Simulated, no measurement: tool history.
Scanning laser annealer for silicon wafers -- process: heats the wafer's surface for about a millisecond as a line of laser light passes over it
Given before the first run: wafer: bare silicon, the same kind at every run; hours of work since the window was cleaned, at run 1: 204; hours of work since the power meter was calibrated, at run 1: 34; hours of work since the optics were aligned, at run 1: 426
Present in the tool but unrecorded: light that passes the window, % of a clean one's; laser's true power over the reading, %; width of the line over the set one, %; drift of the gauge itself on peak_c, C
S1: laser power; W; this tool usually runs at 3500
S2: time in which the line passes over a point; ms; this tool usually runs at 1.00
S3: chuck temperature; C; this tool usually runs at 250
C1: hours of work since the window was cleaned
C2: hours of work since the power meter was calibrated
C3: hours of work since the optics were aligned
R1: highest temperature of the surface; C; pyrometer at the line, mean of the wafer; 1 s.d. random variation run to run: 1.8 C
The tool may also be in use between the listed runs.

Run 1, hour 0.0: usual settings; C1 204; C2 34; C3 426. Result: R1 1006 C.
Run 2, hour 7.2: usual settings; C1 208; C2 38; C3 430. Result: R1 1003 C.
Run 3, hour 14.8: usual settings; C1 211; C2 42; C3 434. Result: R1 1002 C.
Run 4, hour 19.4: usual settings; C1 214; C2 44; C3 436. Result: R1 1004 C.
Run 5, hour 25.2: usual settings; C1 217; C2 47; C3 439. Result: R1 1009 C.
Run 6, hour 30.4: usual settings but S1 3522 W; C1 219; C2 49; C3 441. Result: R1 1012 C.
Run 7, hour 37.2: usual settings but S2 0.84 ms; C1 223; C2 53; C3 445. Result: R1 950 C.
Run 8, hour 44.7: usual settings but S2 0.84 ms; C1 226; C2 57; C3 448. Result: R1 945 C.
Run 9, hour 50.5: usual settings but S1 3613 W; C1 229; C2 59; C3 451. Result: R1 1036 C.
Run 10, hour 56.7: usual settings but S1 3613 W; C1 232; C2 63; C3 454. Result: R1 1037 C.
Run 11, hour 62.0: usual settings but S1 3307 W; C1 235; C2 65; C3 457. Result: R1 948 C.
Run 12, hour 70.6: usual settings but S1 3307 W; C1 239; C2 69; C3 461. Result: R1 945 C.
Run 13, hour 74.9: usual settings but S3 211 C; C1 241; C2 72; C3 463. Result: R1 966 C.
Run 14, hour 79.3: usual settings but S2 1.15 ms; C1 244; C2 74; C3 466. Result: R1 1052 C.
Run 15, hour 86.1: usual settings but S3 265 C; C1 247; C2 77; C3 469. Result: R1 1013 C.
Run 16, hour 94.7: usual settings but S3 265 C; C1 251; C2 81; C3 473. Result: R1 1016 C.
Run 17, hour 100.2: usual settings but S3 221 C; C1 254; C2 84; C3 476. Result: R1 972 C.
Run 18, hour 107.2: usual settings; C1 257; C2 88; C3 479. Result: R1 998 C.
Run 19, hour 111.9: usual settings; C1 260; C2 90; C3 482. Result: R1 999 C.
Run 20, hour 118.5: usual settings; C1 263; C2 93; C3 485. Result: R1 1000 C.
Run 21, hour 125.6: usual settings; C1 267; C2 97; C3 489. Result: R1 999 C.
Run 22, hour 129.4: usual settings but S1 3136 W, S2 0.71 ms, S3 265 C; C1 268; C2 99; C3 490. Result: R1 820 C.
Run 23, hour 138.1: usual settings but S1 3641 W, S2 1.17 ms, S3 268 C; C1 273; C2 103; C3 495. Result: R1 1114 C.
Run 24, hour 143.8: usual settings but S1 3068 W, S2 1.02 ms, S3 269 C; C1 276; C2 106; C3 498. Result: R1 905 C.
Run 25, hour 151.5: usual settings but S1 3068 W, S2 1.02 ms, S3 269 C; C1 279; C2 110; C3 501. Result: R1 902 C.
Run 26, hour 158.6: usual settings but S1 3199 W, S2 1.02 ms, S3 269 C; C1 283; C2 113; C3 505. Result: R1 943 C.
Run 27, hour 166.7: usual settings but S1 3264 W, S3 262 C; C1 287; C2 117; C3 509. Result: R1 945 C.
Run 28, hour 174.3: usual settings but S1 3790 W, S2 0.83 ms, S3 269 C; C1 291; C2 121; C3 513. Result: R1 1036 C.
Run 29, hour 179.5: usual settings but S1 3801 W, S2 1.22 ms, S3 225 C; C1 293; C2 124; C3 515. Result: R1 1132 C.
Run 30, hour 184.0: usual settings but S1 3275 W, S2 1.15 ms, S3 214 C; C1 296; C2 126; C3 518. Result: R1 939 C.
Run 31, hour 192.1: usual settings but S1 3706 W, S2 1.09 ms, S3 225 C; C1 300; C2 130; C3 522. Result: R1 1061 C.
Run 32, hour 200.9: usual settings but S1 3706 W, S2 1.09 ms, S3 225 C; C1 304; C2 134; C3 526. Result: R1 1059 C.
Run 33, hour 209.7: usual settings but S1 3706 W, S2 1.09 ms, S3 225 C; C1 308; C2 139; C3 530. Result: R1 1061 C.
Run 34, hour 215.3: usual settings but S1 3706 W, S2 1.09 ms, S3 225 C; C1 311; C2 141; C3 533. Result: R1 1060 C.
Run 35, hour 219.5: usual settings but S1 3570 W; C1 313; C2 143; C3 535. Result: R1 1014 C.
Run 36, hour 227.1: usual settings but S1 3820 W, S3 268 C; C1 317; C2 147; C3 539. Result: R1 1105 C.
Run 37, hour 233.9: usual settings but S1 3099 W; C1 320; C2 151; C3 542. Result: R1 883 C.
Run 38, hour 238.5: usual settings but S1 3099 W; C1 323; C2 153; C3 545. Result: R1 885 C.
Run 39, hour 244.5: usual settings but S1 3209 W, S2 0.96 ms, S3 211 C; C1 326; C2 156; C3 548. Result: R1 863 C.

Consider 5 possible next runs. They are alternatives, not a sequence: every one starts from the tool as it was left by run 39. What does each give?
Run A, hour 250.0: usual settings but S1 3022 W, S2 0.96 ms, S3 216 C; C1 328; C2 159; C3 550. Result: R1 ?.
Run B, hour 250.0: usual settings but S2 1.21 ms, S3 213 C; C1 328; C2 159; C3 550. Result: R1 ?.
Run C, hour 250.0: usual settings but S1 3209 W, S2 1.11 ms, S3 239 C; C1 328; C2 159; C3 550. Result: R1 ?.
Run D, hour 250.0: usual settings but S1 3255 W, S2 0.73 ms, S3 265 C; C1 328; C2 159; C3 550. Result: R1 ?.
Run E, hour 250.0: usual settings but S3 267 C; C1 328; C2 159; C3 550. Result: R1 ?.

run    R1
  A   818
  B  1019
  C   932
  D   852
  E  1011
Without the tool's hidden state the same runs would have given:
run    R1
  A   844
  B  1054
  C   962
  D   878
  E  1044

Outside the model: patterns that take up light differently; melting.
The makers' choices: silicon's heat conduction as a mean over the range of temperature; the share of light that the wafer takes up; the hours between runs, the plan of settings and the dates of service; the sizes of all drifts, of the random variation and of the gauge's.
